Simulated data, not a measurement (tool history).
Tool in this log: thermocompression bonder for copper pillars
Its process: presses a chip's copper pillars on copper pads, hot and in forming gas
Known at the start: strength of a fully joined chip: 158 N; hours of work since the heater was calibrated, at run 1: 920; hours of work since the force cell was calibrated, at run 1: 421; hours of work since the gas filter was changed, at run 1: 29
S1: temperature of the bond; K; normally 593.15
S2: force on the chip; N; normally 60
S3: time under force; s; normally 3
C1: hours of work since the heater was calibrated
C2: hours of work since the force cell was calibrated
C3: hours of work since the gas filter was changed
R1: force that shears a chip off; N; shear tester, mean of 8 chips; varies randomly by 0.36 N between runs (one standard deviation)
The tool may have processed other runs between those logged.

Run 1, day 0: usual settings; C1 920; C2 421; C3 29. Result: R1 101.4 N.
Run 2, day 0.667: usual settings; C1 930; C2 431; C3 39. Result: R1 100.9 N.
Run 3, day 1.788: usual settings; C1 947; C2 449; C3 56. Result: R1 101.4 N.
Run 4, day 2.375: usual settings; C1 956; C2 458; C3 65. Result: R1 100.8 N.
Run 5, day 3.396: usual settings; C1 972; C2 473; C3 81. Result: R1 100.9 N.
Run 6, day 4.358: usual settings but S3 2 s; C1 987; C2 488; C3 96. Result: R1 89.3 N.
Run 7, day 5.442: usual settings but S3 2 s; C1 1003; C2 505; C3 112. Result: R1 89.1 N.
Run 8, day 6.458: usual settings but S3 2 s; C1 1019; C2 520; C3 128. Result: R1 89 N.
Run 9, day 7.417: usual settings but S3 2 s; C1 1033; C2 535; C3 142. Result: R1 89.3 N.
Run 10, day 8.108: usual settings but S3 2 s; C1 1044; C2 545; C3 153. Result: R1 88.5 N.
Run 11, day 8.617: usual settings but S3 2 s; C1 1052; C2 553; C3 161. Result: R1 89.3 N.
Run 12, day 9.333: usual settings but S1 572.15 K; C1 1063; C2 564; C3 172. Result: R1 78.7 N.
Run 13, day 10.396: usual settings but S1 572.15 K; C1 1079; C2 580; C3 188. Result: R1 78.7 N.
Run 14, day 11.196: usual settings but S1 572.15 K; C1 1091; C2 593; C3 200. Result: R1 78.1 N.
Run 15, day 12.204: usual settings but S2 52 N; C1 1107; C2 608; C3 216. Result: R1 93.9 N.
Run 16, day 12.833: usual settings but S2 88 N; C1 1116; C2 618; C3 225. Result: R1 115.4 N.
Run 17, day 13.371: usual settings but S2 88 N; C1 1125; C2 626; C3 234. Result: R1 115.5 N.
Run 18, day 14.175: usual settings but S2 88 N; C1 1137; C2 638; C3 246. Result: R1 115.3 N.
Run 19, day 15.092: usual settings but S3 8 s; C1 1151; C2 652; C3 260. Result: R1 124.9 N.
Run 20, day 16.1: usual settings but S2 37 N, S3 2 s; C1 1166; C2 668; C3 275. Result: R1 68.6 N.
Run 21, day 17.2: usual settings but S1 611.15 K, S2 51 N; C1 1183; C2 685; C3 292. Result: R1 109.8 N.
Run 22, day 18.183: usual settings but S1 564.15 K, S2 50 N; C1 1198; C2 700; C3 307. Result: R1 63 N.
Run 23, day 18.908: usual settings but S1 568.15 K; C1 1209; C2 711; C3 318. Result: R1 73.2 N.
Run 24, day 19.658: usual settings but S1 607.15 K, S2 43 N, S3 5 s; C1 1221; C2 722; C3 330. Result: R1 113.4 N.
Run 25, day 20.304: usual settings but S1 583.15 K, S2 40 N, S3 5 s; C1 1231; C2 732; C3 340. Result: R1 86.1 N.
Run 26, day 20.917: usual settings but S1 588.15 K, S2 59 N, S3 5 s; C1 1240; C2 741; C3 349. Result: R1 106.8 N.
Run 27, day 21.396: usual settings but S1 588.15 K, S2 59 N, S3 5 s; C1 1248; C2 749; C3 356. Result: R1 106.7 N.
Run 28, day 22.188: usual settings but S1 600.15 K, S3 4 s; C1 1260; C2 761; C3 369. Result: R1 112.7 N.
Run 29, day 23.138: usual settings but S1 600.15 K, S3 4 s; C1 1274; C2 775; C3 383. Result: R1 112.9 N.
Run 30, day 23.942: usual settings but S1 567.15 K, S3 2 s; C1 1287; C2 788; C3 395. Result: R1 61.9 N.
Run 31, day 24.762: usual settings but S2 46 N; C1 1299; C2 800; C3 408. Result: R1 87.3 N.
Run 32, day 25.342: usual settings but S1 616.15 K, S2 42 N; C1 1308; C2 809; C3 417. Result: R1 105.4 N.
At day 25.85: heater calibrated with a thermocouple chip.
Run 33, day 26.375: usual settings but S1 591.15 K, S2 42 N; C1 8; C2 824; C3 431. Result: R1 78 N.

Across each entry between runs, compare the hidden state at the last listed run before it with the hidden state at the first listed run after it:
In the gap between runs 32 and 33: heater calibrated with a thermocouple chip (day 25.85)
  true temperature of the bond over the reading, C: 5.1 -> 1.3; force that reaches the chip, % of what is set: 95.7 -> 95.6; oxide that the forming gas leaves, % of the face: 5.54 -> 5.72
  measured minus no-state result, R1: -2.6 -> -4.8 N

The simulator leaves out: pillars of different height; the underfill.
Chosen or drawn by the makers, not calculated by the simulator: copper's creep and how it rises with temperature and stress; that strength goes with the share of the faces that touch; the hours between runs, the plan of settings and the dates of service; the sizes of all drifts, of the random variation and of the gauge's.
